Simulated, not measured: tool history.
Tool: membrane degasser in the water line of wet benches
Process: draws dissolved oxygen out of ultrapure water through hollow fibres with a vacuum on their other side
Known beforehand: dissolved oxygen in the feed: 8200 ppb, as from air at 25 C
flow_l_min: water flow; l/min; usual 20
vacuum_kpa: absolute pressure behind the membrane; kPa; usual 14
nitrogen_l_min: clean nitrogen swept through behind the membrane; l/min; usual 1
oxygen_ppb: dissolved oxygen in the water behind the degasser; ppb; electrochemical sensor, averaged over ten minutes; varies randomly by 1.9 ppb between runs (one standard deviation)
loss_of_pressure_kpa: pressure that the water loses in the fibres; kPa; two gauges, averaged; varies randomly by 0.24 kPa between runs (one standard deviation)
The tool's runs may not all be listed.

| run | day | flow_l_min | vacuum_kpa | nitrogen_l_min | oxygen_ppb | loss_of_pressure_kpa |
|---|---|---|---|---|---|---|
| 1 | 0 | 20 | 14 | 1 | 478.8 | 62.47 |
| 2 | 6.088 | 20 | 14 | 1 | 480.7 | 62.27 |
| 3 | 12.596 | 20 | 14 | 1 | 478.7 | 62.56 |
| 4 | 16.429 | 20 | 14 | 1 | 483.6 | 62.03 |
| 5 | 23.404 | 20 | 13.7 | 1 | 466.7 | 62.21 |
| 6 | 30.854 | 20 | 14 | 0.51 | 808.3 | 62.55 |
| 7 | 34.888 | 20 | 14 | 0.51 | 815.4 | 62.44 |
| 8 | 40.358 | 20 | 14 | 0.51 | 808.8 | 62.59 |
| 9 | 46.542 | 20 | 14 | 0.41 | 949 | 62.79 |
| 10 | 49.717 | 20 | 14 | 0.41 | 946 | 63.11 |
|  | 52.846 | vacuum gauge calibrated |
| 11 | 52.896 | 20 | 14 | 0.41 | 958.7 | 63.08 |
| 12 | 60.45 | 20 | 14 | 0.41 | 951.1 | 62.75 |
| 13 | 65.988 | 20 | 14 | 0.41 | 945 | 63.05 |
| 14 | 72.871 | 20 | 14 | 0.41 | 949.3 | 63.2 |
|  | 76.042 | vacuum gauge calibrated, once more |
| 15 | 77.262 | 20 | 14 | 0.41 | 932.1 | 63.05 |
| 16 | 82.5 | 20 | 23.9 | 1.95 | 494 | 63.47 |
| 17 | 86.9 | 13 | 8.9 | 0.84 | 203.9 | 40.82 |
| 18 | 92.729 | 18 | 10 | 0.84 | 324.2 | 56.71 |

Run 19, settings as shown, results not yet in. Your forecast:
| 19 | 98.908 | 18 | 10 | 0.84 | ? | ? |

oxygen_ppb: 325.1 ppb
loss_of_pressure_kpa: 57.05 kPa
The same run, on a tool lacking any hidden state, would have yielded oxygen_ppb 318.8 ppb, loss_of_pressure_kpa 54.84 kPa.
